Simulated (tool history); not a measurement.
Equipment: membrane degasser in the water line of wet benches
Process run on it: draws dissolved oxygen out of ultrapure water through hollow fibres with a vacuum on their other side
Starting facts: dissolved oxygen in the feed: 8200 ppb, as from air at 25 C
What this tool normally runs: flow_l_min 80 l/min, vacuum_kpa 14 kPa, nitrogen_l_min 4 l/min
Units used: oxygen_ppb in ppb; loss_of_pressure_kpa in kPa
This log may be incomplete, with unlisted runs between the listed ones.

run    hour  flow_l_min  vacuum_kpa  nitrogen_l_min  oxygen_ppb  loss_of_pressure_kpa
  1       0          80          14               4       471.2                 50.04
  2    98.4          80          14               4       473.6                 50.07
  3   219.8          80          14               4       474.9                  50.1
  4   325.1          65          14               4         391                 40.87
  5   406.6         107          14               4       610.9                 67.02
  6   539.9          80          14               4       469.2                 50.11
  7   616.5          80          14               4       467.5                 49.88
  8   754.5          80          14               4       469.6                 50.12
  9   901.6          80          14               4         467                  49.9
 10  1007.2          80          14               4       467.5                 50.37
 11    1088          80          14               4       468.4                  50.3
 12  1223.7          92          14               4       529.3                 58.06
 13  1370.7          80          14            4.79       403.8                 49.96
 14  1468.2          80          14            2.52       679.9                 49.68
 15  1583.3          80          14            2.52       673.8                 50.28
 16  1661.1          67          14            2.52       575.9                 42.07
 17  1731.4          67          14             2.9       519.2                 42.15
 18  1814.7          67          14             2.9       518.2                 42.13
 19  1882.8         107         9.2            6.84       244.2                 67.08
 20    1974         107         9.2            6.84       241.3                 67.12
 21  2101.2          88        12.7            8.39       245.9                 55.38
 22  2232.2          88        12.7            8.39       243.2                 55.16
 23    2305          88        12.7            8.39       246.9                 55.04
 24  2438.5          63          10            5.74       176.8                 39.58
 25  2559.3         111          30               4      1360.5                 69.85
 26  2712.6         111          30               4      1357.9                 69.21
 27    2814         111          30               4      1359.4                  69.8
 28  2953.9          81          14            3.78       486.8                 50.65
 29  3093.4          92        17.1            3.78       685.6                 57.48
     3109.6  -- gauge calibrated
 30    3242          92        17.1            3.78       703.5                 58.09
 31  3399.3          92        17.1            3.78       706.9                 57.78
 32    3467          61          11            6.43       178.6                 38.19
 33  3605.3          61          11            6.43       177.4                 38.43

Alternative continuations, all from the tool just after run 33; predict every row:
  A  3677          80           9               4           ?                     ?
  B  3677          80        22.4            7.17           ?                     ?
  C  3677          49        13.9            7.83           ?                     ?

run  oxygen_ppb  loss_of_pressure_kpa
  A       266.9                 50.53
  B       485.9                 50.35
  C       160.4                 30.52
Take away the tool's hidden state, keep each run's random variation, and the runs would have read:
run  oxygen_ppb  loss_of_pressure_kpa
  A       267.8                 50.49
  B       487.8                 50.31
  C       160.9                 30.49
